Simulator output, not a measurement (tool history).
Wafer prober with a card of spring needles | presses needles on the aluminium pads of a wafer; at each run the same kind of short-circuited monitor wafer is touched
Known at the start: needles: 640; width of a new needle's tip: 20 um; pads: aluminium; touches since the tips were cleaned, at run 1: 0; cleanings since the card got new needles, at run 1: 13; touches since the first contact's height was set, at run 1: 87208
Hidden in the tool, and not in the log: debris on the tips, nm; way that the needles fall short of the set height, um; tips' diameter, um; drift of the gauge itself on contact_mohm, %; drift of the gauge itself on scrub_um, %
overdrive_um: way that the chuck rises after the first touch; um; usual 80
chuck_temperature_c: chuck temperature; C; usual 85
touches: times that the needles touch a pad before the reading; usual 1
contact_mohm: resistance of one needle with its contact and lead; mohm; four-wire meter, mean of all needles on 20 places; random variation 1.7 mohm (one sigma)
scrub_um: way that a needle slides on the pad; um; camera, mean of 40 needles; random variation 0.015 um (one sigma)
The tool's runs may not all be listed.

run,hour,overdrive_um,chuck_temperature_c,touches,touches since the tips were cleaned,cleanings since the card got new needles,touches since the first contact's height was set,contact_mohm,scrub_um
1,0,80,85,1,0,13,87208,187,15.54
# hour 8.5: tips cleaned on abrasive film
# hour 19.2: tips cleaned on abrasive film
# hour 29.8: tips cleaned on abrasive film
# hour 38.4: tips cleaned on abrasive film
# hour 49: tips cleaned on abrasive film
2,57.1,80,85,1,5599,18,126338,503,15.48
# hour 59.3: tips cleaned on abrasive film
# hour 63.8: height of the first contact set anew
# hour 70.3: tips cleaned on abrasive film
# hour 80.9: tips cleaned on abrasive film
# hour 91.5: tips cleaned on abrasive film
# hour 102.2: tips cleaned on abrasive film
3,103.9,80,85,1,1215,23,27456,330,15.6
# hour 112.5: tips cleaned on abrasive film
# hour 121: tips cleaned on abrasive film
# hour 131.7: tips cleaned on abrasive film
# hour 142.3: tips cleaned on abrasive film
# hour 150.8: tips cleaned on abrasive film
4,155.7,80,85,1,3392,28,62920,440,15.55
# hour 160.1: tips cleaned on abrasive film
# hour 170.7: tips cleaned on abrasive film
# hour 179.2: tips cleaned on abrasive film
# hour 189.9: tips cleaned on abrasive film
# hour 200.5: tips cleaned on abrasive film
# hour 211.2: tips cleaned on abrasive film
# hour 221.8: tips cleaned on abrasive film
5,223.3,80,85,1,1047,35,109159,319,15.51
# hour 231.9: tips cleaned on abrasive film
# hour 242.5: tips cleaned on abrasive film
# hour 253.2: tips cleaned on abrasive film
# hour 255.6: height of the first contact set anew
6,257.8,80,85,1,3035,38,1578,454,15.63
# hour 262.2: tips cleaned on abrasive film
# hour 272.8: tips cleaned on abrasive film
# hour 283.5: tips cleaned on abrasive film
# hour 292: tips cleaned on abrasive film
# hour 302.6: tips cleaned on abrasive film
# hour 313.3: tips cleaned on abrasive film
7,315.7,80,85,1,1671,44,41157,399,15.61
# hour 322.1: tips cleaned on abrasive film
# hour 330.7: tips cleaned on abrasive film
# hour 341.3: tips cleaned on abrasive film
# hour 349.8: tips cleaned on abrasive film
# hour 360.5: tips cleaned on abrasive film
# hour 371.1: tips cleaned on abrasive film
# hour 381.8: tips cleaned on abrasive film
8,384.9,80,72,1,2195,51,88545,419,15.55
# hour 391.4: tips cleaned on abrasive film
# hour 399.9: tips cleaned on abrasive film
# hour 410.5: tips cleaned on abrasive film
# hour 421.2: tips cleaned on abrasive film
# hour 431.8: tips cleaned on abrasive film
# hour 442.5: tips cleaned on abrasive film
9,442.7,80,72,1,185,57,128090,226,15.5
# hour 447.3: height of the first contact set anew
# hour 451.6: tips cleaned on abrasive film
# hour 462.2: tips cleaned on abrasive film
# hour 472.9: tips cleaned on abrasive film
# hour 483.5: tips cleaned on abrasive film
# hour 494.2: tips cleaned on abrasive film
10,501.6,80,114,1,5164,62,37236,502,15.6
# hour 503.8: tips cleaned on abrasive film
# hour 514.5: tips cleaned on abrasive film
# hour 525.1: tips cleaned on abrasive film
# hour 533.7: tips cleaned on abrasive film
# hour 544.3: tips cleaned on abrasive film
# hour 554.9: tips cleaned on abrasive film
11,561.2,80,100,2,4345,68,78027,363,15.53
# hour 565.5: tips cleaned on abrasive film
# hour 574.1: tips cleaned on abrasive film
# hour 584.7: tips cleaned on abrasive film
# hour 595.4: tips cleaned on abrasive film
12,596,62,30,1,443,72,101795,342,11.98
# hour 604.5: tips cleaned on abrasive film
# hour 613.1: tips cleaned on abrasive film
# hour 623.7: tips cleaned on abrasive film
# hour 634.4: tips cleaned on abrasive film
# hour 638.9: height of the first contact set anew
# hour 645.3: tips cleaned on abrasive film
# hour 656: tips cleaned on abrasive film
13,664.2,62,30,1,5693,78,17356,813,12.1
# hour 666.4: tips cleaned on abrasive film
# hour 674.9: tips cleaned on abrasive film
# hour 685.6: tips cleaned on abrasive film
# hour 694.1: tips cleaned on abrasive film
# hour 704.8: tips cleaned on abrasive film
# hour 715.4: tips cleaned on abrasive film
14,720.1,62,52,1,3269,84,55612,675,12.08
# hour 724.5: tips cleaned on abrasive film
# hour 735.1: tips cleaned on abrasive film
# hour 743.6: tips cleaned on abrasive film
# hour 754.3: tips cleaned on abrasive film
# hour 764.9: tips cleaned on abrasive film
# hour 775.6: tips cleaned on abrasive film
# hour 786.2: tips cleaned on abrasive film
15,791.6,88,78,1,3730,91,104537,455,17.1
# hour 795.9: tips cleaned on abrasive film
# hour 804.5: tips cleaned on abrasive film
# hour 815.1: tips cleaned on abrasive film
# hour 825.7: tips cleaned on abrasive film
# hour 830.3: height of the first contact set anew
# hour 836.7: tips cleaned on abrasive film
# hour 847.3: tips cleaned on abrasive film
# hour 858: tips cleaned on abrasive film
16,861.9,88,78,1,2700,98,21652,427,17.18

Forecast each of these 3 alternatives for the next run:
# hour 868.3: tips cleaned on abrasive film
# hour 878.9: tips cleaned on abrasive film
# hour 889.6: tips cleaned on abrasive film
# hour 900.2: tips cleaned on abrasive film
# hour 908.8: tips cleaned on abrasive film
# hour 919.4: tips cleaned on abrasive film
# hour 930.1: tips cleaned on abrasive film
A,934.5,90,30,2,3058,105,71360,?,?
# hour 868.3: tips cleaned on abrasive film
# hour 878.9: tips cleaned on abrasive film
# hour 889.6: tips cleaned on abrasive film
# hour 900.2: tips cleaned on abrasive film
# hour 908.8: tips cleaned on abrasive film
# hour 919.4: tips cleaned on abrasive film
# hour 930.1: tips cleaned on abrasive film
B,934.5,80,115,1,3058,105,71360,?,?
# hour 868.3: tips cleaned on abrasive film
# hour 878.9: tips cleaned on abrasive film
# hour 889.6: tips cleaned on abrasive film
# hour 900.2: tips cleaned on abrasive film
# hour 908.8: tips cleaned on abrasive film
# hour 919.4: tips cleaned on abrasive film
# hour 930.1: tips cleaned on abrasive film
C,934.5,80,85,2,3058,105,71360,?,?

run,contact_mohm,scrub_um
A,304,17.5
B,443,15.53
C,337,15.56
Without the tool's hidden state the same runs would have given:
run,contact_mohm,scrub_um
A,157,17.57
B,173,15.61
C,168,15.64
